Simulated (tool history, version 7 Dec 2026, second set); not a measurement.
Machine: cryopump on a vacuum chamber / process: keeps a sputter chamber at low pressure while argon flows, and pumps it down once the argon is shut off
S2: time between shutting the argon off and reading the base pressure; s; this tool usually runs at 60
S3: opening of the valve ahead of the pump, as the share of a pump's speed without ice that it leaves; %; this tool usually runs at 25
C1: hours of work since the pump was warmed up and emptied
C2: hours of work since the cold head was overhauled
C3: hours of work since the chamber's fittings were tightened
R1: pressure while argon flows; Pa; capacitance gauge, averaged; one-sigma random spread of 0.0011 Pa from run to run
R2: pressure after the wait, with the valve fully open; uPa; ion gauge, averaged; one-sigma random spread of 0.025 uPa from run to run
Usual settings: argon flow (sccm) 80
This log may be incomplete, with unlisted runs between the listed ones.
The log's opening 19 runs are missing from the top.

-- day=13.029 pump warmed up, emptied and cooled again
run 20 day=13.217 | argon_flow_(sccm)=90 S2=48 S3=39 | C1=2 C2=464 C3=3077 | R1=0.1797 R2=2.51
run 21 day=14.088 | argon_flow_(sccm)=59 S2=21 S3=55 | C1=13 C2=475 C3=3087 | R1=0.0855 R2=3.98
run 22 day=14.767 | argon_flow_(sccm)=35 S2=60 S3=38 | C1=21 C2=483 C3=3096 | R1=0.0721 R2=2.37
run 23 day=15.279 | argon_flow_(sccm)=46 S2=117 S3=20 | C1=28 C2=489 C3=3102 | R1=0.1793 R2=2.00
run 24 day=15.700 | argon_flow_(sccm)=46 S2=117 S3=20 | C1=33 C2=494 C3=3107 | R1=0.1807 R2=1.92
run 25 day=16.338 | argon_flow_(sccm)=46 S2=117 S3=20 | C1=41 C2=502 C3=3115 | R1=0.1807 R2=1.98
run 26 day=16.729 | argon_flow_(sccm)=80 S2=60 S3=31 | C1=45 C2=507 C3=3120 | R1=0.2035 R2=2.38
run 27 day=17.133 | argon_flow_(sccm)=139 S2=68 S3=25 | C1=50 C2=512 C3=3125 | R1=0.4368 R2=2.31
run 28 day=17.667 | argon_flow_(sccm)=70 S2=118 S3=21 | C1=57 C2=519 C3=3131 | R1=0.2631 R2=1.94
run 29 day=18.238 | argon_flow_(sccm)=75 S2=60 S3=20 | C1=64 C2=526 C3=3138 | R1=0.2933 R2=2.34
run 30 day=18.633 | argon_flow_(sccm)=53 S2=60 S3=25 | C1=69 C2=530 C3=3143 | R1=0.1669 R2=2.45
run 31 day=19.229 | argon_flow_(sccm)=53 S2=60 S3=25 | C1=76 C2=538 C3=3150 | R1=0.1683 R2=2.52
run 32 day=20.062 | argon_flow_(sccm)=99 S2=261 S3=20 | C1=86 C2=548 C3=3161 | R1=0.3904 R2=1.85
run 33 day=20.617 | argon_flow_(sccm)=99 S2=152 S3=20 | C1=93 C2=555 C3=3167 | R1=0.3886 R2=1.89
run 34 day=21.058 | argon_flow_(sccm)=99 S2=152 S3=20 | C1=99 C2=560 C3=3173 | R1=0.3928 R2=1.97

Predict each of these 3 candidate next runs independently; none follows another, all start after run 34:
run A day=21.625 | argon_flow_(sccm)=147 S2=60 S3=25 | C1=106 C2=567 C3=3180 | R1=? R2=?
run B day=21.625 | argon_flow_(sccm)=42 S2=108 S3=26 | C1=106 C2=567 C3=3180 | R1=? R2=?
run C day=21.625 | argon_flow_(sccm)=99 S2=152 S3=24 | C1=106 C2=567 C3=3180 | R1=? R2=?

run=A R1=0.4686 R2=2.47
run=B R1=0.1280 R2=2.11
run=C R1=0.3274 R2=1.92
With no hidden state in the tool, these same runs would have given:
run=A R1=0.4564 R2=0.99
run=B R1=0.1245 R2=0.61
run=C R1=0.3191 R2=0.45
